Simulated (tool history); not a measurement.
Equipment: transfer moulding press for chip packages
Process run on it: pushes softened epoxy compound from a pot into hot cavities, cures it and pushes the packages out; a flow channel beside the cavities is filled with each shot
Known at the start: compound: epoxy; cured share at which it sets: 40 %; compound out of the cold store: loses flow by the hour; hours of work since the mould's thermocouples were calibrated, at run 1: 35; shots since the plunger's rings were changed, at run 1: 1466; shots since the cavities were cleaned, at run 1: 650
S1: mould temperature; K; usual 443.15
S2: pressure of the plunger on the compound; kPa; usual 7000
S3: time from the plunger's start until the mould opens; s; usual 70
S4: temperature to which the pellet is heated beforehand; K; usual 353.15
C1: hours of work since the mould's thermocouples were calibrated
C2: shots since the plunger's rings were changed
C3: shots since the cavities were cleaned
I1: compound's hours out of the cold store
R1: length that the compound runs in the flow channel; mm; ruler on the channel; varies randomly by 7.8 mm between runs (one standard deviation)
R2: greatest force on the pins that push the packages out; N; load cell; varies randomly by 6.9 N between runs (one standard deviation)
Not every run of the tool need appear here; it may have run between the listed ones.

{"run": 1, "hour": 0.0, "S1": 443.15, "S2": 7000, "S3": 70, "S4": 353.15, "C1": 35, "C2": 1466, "C3": 650, "I1": 11.1, "R1": 944, "R2": 551}
{"hour": 12.3, "done": "cavities cleaned with cleaning compound and waxed"}
{"run": 2, "hour": 24.7, "S1": 435.15, "S2": 7000, "S3": 70, "S4": 353.15, "C1": 47, "C2": 1749, "C3": 152, "I1": 9.2, "R1": 1011, "R2": 672}
{"run": 3, "hour": 60.5, "S1": 435.15, "S2": 7000, "S3": 70, "S4": 353.15, "C1": 65, "C2": 2185, "C3": 588, "I1": 18.6, "R1": 956, "R2": 945}
{"hour": 78.5, "done": "cavities cleaned with cleaning compound and waxed"}
{"run": 4, "hour": 99.6, "S1": 435.15, "S2": 7000, "S3": 70, "S4": 353.15, "C1": 84, "C2": 2645, "C3": 258, "I1": 25, "R1": 905, "R2": 749}
{"run": 5, "hour": 129.2, "S1": 443.15, "S2": 7000, "S3": 70, "S4": 352.15, "C1": 99, "C2": 3006, "C3": 619, "I1": 34.1, "R1": 830, "R2": 522}
{"hour": 145.5, "done": "cavities cleaned with cleaning compound and waxed"}
{"run": 6, "hour": 150.1, "S1": 443.15, "S2": 7000, "S3": 70, "S4": 353.15, "C1": 109, "C2": 3243, "C3": 57, "I1": 8.2, "R1": 932, "R2": 333}
{"hour": 155.0, "done": "plunger's sealing rings changed"}
{"run": 7, "hour": 186.1, "S1": 443.15, "S2": 7000, "S3": 70, "S4": 353.15, "C1": 126, "C2": 379, "C3": 466, "I1": 35.8, "R1": 855, "R2": 476}
{"run": 8, "hour": 211.5, "S1": 443.15, "S2": 7000, "S3": 70, "S4": 353.15, "C1": 139, "C2": 688, "C3": 775, "I1": 12.1, "R1": 969, "R2": 568}
{"hour": 215.4, "done": "cavities cleaned with cleaning compound and waxed"}
{"run": 9, "hour": 239.4, "S1": 443.15, "S2": 7000, "S3": 70, "S4": 353.15, "C1": 152, "C2": 1010, "C3": 292, "I1": 33.5, "R1": 873, "R2": 438}
{"run": 10, "hour": 275.7, "S1": 443.15, "S2": 8020, "S3": 70, "S4": 353.15, "C1": 171, "C2": 1454, "C3": 736, "I1": 45.9, "R1": 881, "R2": 520}
{"hour": 281.2, "done": "cavities cleaned with cleaning compound and waxed"}
{"run": 11, "hour": 307.2, "S1": 443.15, "S2": 8020, "S3": 70, "S4": 353.15, "C1": 186, "C2": 1820, "C3": 317, "I1": 44.6, "R1": 863, "R2": 427}
{"run": 12, "hour": 343.6, "S1": 448.15, "S2": 8020, "S3": 70, "S4": 353.15, "C1": 204, "C2": 2265, "C3": 762, "I1": 37.5, "R1": 859, "R2": 469}
{"hour": 347.5, "done": "cavities cleaned with cleaning compound and waxed"}
{"run": 13, "hour": 367.8, "S1": 448.15, "S2": 8020, "S3": 70, "S4": 353.15, "C1": 216, "C2": 2542, "C3": 248, "I1": 42.4, "R1": 845, "R2": 351}
{"run": 14, "hour": 392.3, "S1": 449.15, "S2": 6960, "S3": 59, "S4": 362.15, "C1": 228, "C2": 2841, "C3": 547, "I1": 20.1, "R1": 848, "R2": 495}
{"hour": 414.0, "done": "cavities cleaned with cleaning compound and waxed"}
{"run": 15, "hour": 416.1, "S1": 443.15, "S2": 6410, "S3": 65, "S4": 348.15, "C1": 240, "C2": 3113, "C3": 25, "I1": 9.1, "R1": 892, "R2": 378}
{"hour": 432.5, "done": "plunger's sealing rings changed"}
{"run": 16, "hour": 450.9, "S1": 443.15, "S2": 7000, "S3": 75, "S4": 347.15, "C1": 256, "C2": 224, "C3": 419, "I1": 21.4, "R1": 935, "R2": 446}
{"hour": 483.3, "done": "cavities cleaned with cleaning compound and waxed"}
{"run": 17, "hour": 489.1, "S1": 443.15, "S2": 7230, "S3": 67, "S4": 363.15, "C1": 275, "C2": 672, "C3": 70, "I1": 15.5, "R1": 968, "R2": 356}
{"run": 18, "hour": 512.4, "S1": 443.15, "S2": 7230, "S3": 67, "S4": 363.15, "C1": 287, "C2": 956, "C3": 354, "I1": 12.5, "R1": 961, "R2": 516}
{"hour": 549.9, "done": "cavities cleaned with cleaning compound and waxed"}
{"run": 19, "hour": 549.9, "S1": 442.15, "S2": 5650, "S3": 70, "S4": 352.15, "C1": 305, "C2": 1396, "C3": 0, "I1": 35.6, "R1": 780, "R2": 305}
{"run": 20, "hour": 567.2, "S1": 449.15, "S2": 6210, "S3": 70, "S4": 362.15, "C1": 314, "C2": 1607, "C3": 211, "I1": 30.1, "R1": 804, "R2": 331}
{"run": 21, "hour": 590.2, "S1": 449.15, "S2": 5400, "S3": 85, "S4": 362.15, "C1": 325, "C2": 1888, "C3": 492, "I1": 22.9, "R1": 771, "R2": 385}
{"hour": 616.6, "done": "cavities cleaned with cleaning compound and waxed"}
{"run": 22, "hour": 628.8, "S1": 443.15, "S2": 6380, "S3": 70, "S4": 353.15, "C1": 344, "C2": 2341, "C3": 149, "I1": 31.2, "R1": 825, "R2": 393}
{"run": 23, "hour": 666.9, "S1": 443.15, "S2": 6380, "S3": 70, "S4": 353.15, "C1": 363, "C2": 2805, "C3": 613, "I1": 46.8, "R1": 753, "R2": 512}
{"hour": 684.5, "done": "cavities cleaned with cleaning compound and waxed"}
{"run": 24, "hour": 692.9, "S1": 443.15, "S2": 7000, "S3": 70, "S4": 344.15, "C1": 376, "C2": 3105, "C3": 102, "I1": 11.5, "R1": 938, "R2": 372}
{"hour": 708.1, "done": "plunger's sealing rings changed"}
{"run": 25, "hour": 723.0, "S1": 442.15, "S2": 5610, "S3": 69, "S4": 353.15, "C1": 390, "C2": 181, "C3": 438, "I1": 10.8, "R1": 882, "R2": 566}

Each run again, without the hidden state but with its own random variation kept:
The hidden state here: true mould temperature over the reading, C; pressure that reaches the compound, % of what is set; grip of the stained cavities, % over clean ones'; drift of the gauge itself on flow_mm, %; drift of the gauge itself on push_out_n, %.
run=1 R1=975 R2=295
run=2 R1=1049 R2=511
run=3 R1=1001 R2=513
run=4 R1=957 R2=488
run=5 R1=884 R2=276
run=6 R1=997 R2=293
run=7 R1=860 R2=275
run=8 R1=980 R2=290
run=9 R1=889 R2=283
run=10 R1=905 R2=261
run=11 R1=893 R2=267
run=12 R1=897 R2=239
run=13 R1=887 R2=235
run=14 R1=895 R2=267
run=15 R1=947 R2=341
run=16 R1=935 R2=263
run=17 R1=975 R2=285
run=18 R1=973 R2=303
run=19 R1=796 R2=292
run=20 R1=824 R2=238
run=21 R1=795 R2=225
run=22 R1=857 R2=283
run=23 R1=790 R2=263
run=24 R1=989 R2=292
run=25 R1=883 R2=316
